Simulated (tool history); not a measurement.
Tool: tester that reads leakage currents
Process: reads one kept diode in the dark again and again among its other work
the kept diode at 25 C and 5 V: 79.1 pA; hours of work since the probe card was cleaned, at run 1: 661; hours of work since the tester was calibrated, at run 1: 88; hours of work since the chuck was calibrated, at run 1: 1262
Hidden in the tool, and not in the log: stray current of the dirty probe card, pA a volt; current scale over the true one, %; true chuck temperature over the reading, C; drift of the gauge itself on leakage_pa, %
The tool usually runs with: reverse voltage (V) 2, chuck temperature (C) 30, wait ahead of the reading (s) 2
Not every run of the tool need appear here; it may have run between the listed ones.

run,hour,reverse voltage (V),chuck temperature (C),wait ahead of the reading (s),hours of work since the probe card was cleaned,hours of work since the tester was calibrated,hours of work since the chuck was calibrated,current that the tester gives (pA)
1,0,2,30,2,661,88,1262,76.47
2,134.7,2.37,30,2,716,143,1317,82.37
3,230.3,2.37,30,2,755,182,1356,82.74
4,383.5,2.37,30,2,817,244,1418,81.98
5,488.1,2,30,2,859,287,1460,76.89
6,650.9,2,30,7.61,925,353,1526,76.1
7,799.5,2,30,7.61,986,413,1587,76.38
8,912.4,2,30,7.61,1032,459,1633,76.49
9,1081.4,2,30,7.61,1100,527,1701,76.47
10,1291.2,2,30,7.61,1185,613,1786,76.44
11,1498.6,2,30,7.61,1270,697,1870,76.45
# hour 1547.6: probe card cleaned and baked
12,1710.2,2,24,7.61,66,781,1955,48.47
# hour 1745.8: chuck's temperature calibrated
13,1917.3,2,24,7.61,149,865,70,48.77
14,2089.6,2,24,7.61,219,935,140,48.7
15,2259.8,2,24,7.61,288,1004,209,48.73
16,2393.7,2,57,2,343,1058,263,480.78
17,2531.9,2,57,2,399,1114,319,479.78
18,2651.5,2,30,2,447,1163,368,76.56
19,2826,19.69,37,6.72,518,1233,438,355.83
20,2968.7,1.72,57,2,576,1291,496,448.43
21,3068.8,1.72,25,3.38,617,1332,537,48.78
22,3155.5,2,30,0.46,652,1367,572,77.23
23,3243.3,1.06,30,5.64,687,1403,608,57.18
24,3365.1,1.44,30,6.66,737,1452,657,65.77
25,3453.5,1.44,30,6.66,773,1488,693,65.88
26,3578.8,1.44,25,3,824,1539,744,45.6
27,3693,2,25,2,870,1585,790,52.67
28,3887.9,8.03,30,3.42,949,1664,869,144.1
29,4022.8,4.02,20,2.41,1004,1719,924,49.1
30,4112.6,4.02,20,2.41,1040,1756,961,48.91
31,4237.4,4.02,20,2.41,1091,1806,1011,48.99
32,4357,4.67,30,3.36,1139,1855,1060,112.13
33,4562.8,4.67,30,3.36,1223,1938,1143,112.37
# hour 4719.5: probe card cleaned and baked
34,4725.3,3.04,30,0.4,2,2003,1208,94
35,4917.4,15.78,36,5.07,80,2081,1286,299.83

Here are 4 independent what-if runs from the current tool condition. What would each one return?
A,5035.8,3.42,26,3.08,128,2129,1334,?
B,5035.8,1.28,33,2,128,2129,1334,?
C,5035.8,16.22,42,1.27,128,2129,1334,?
D,5035.8,6.9,37,1.04,128,2129,1334,?

run,current that the tester gives (pA)
A,72.25
B,78.36
C,465.24
D,223.51
Take away the tool's hidden state, keep each run's random variation, and the runs would have read:
run,current that the tester gives (pA)
A,72.22
B,78.33
C,465.05
D,223.42
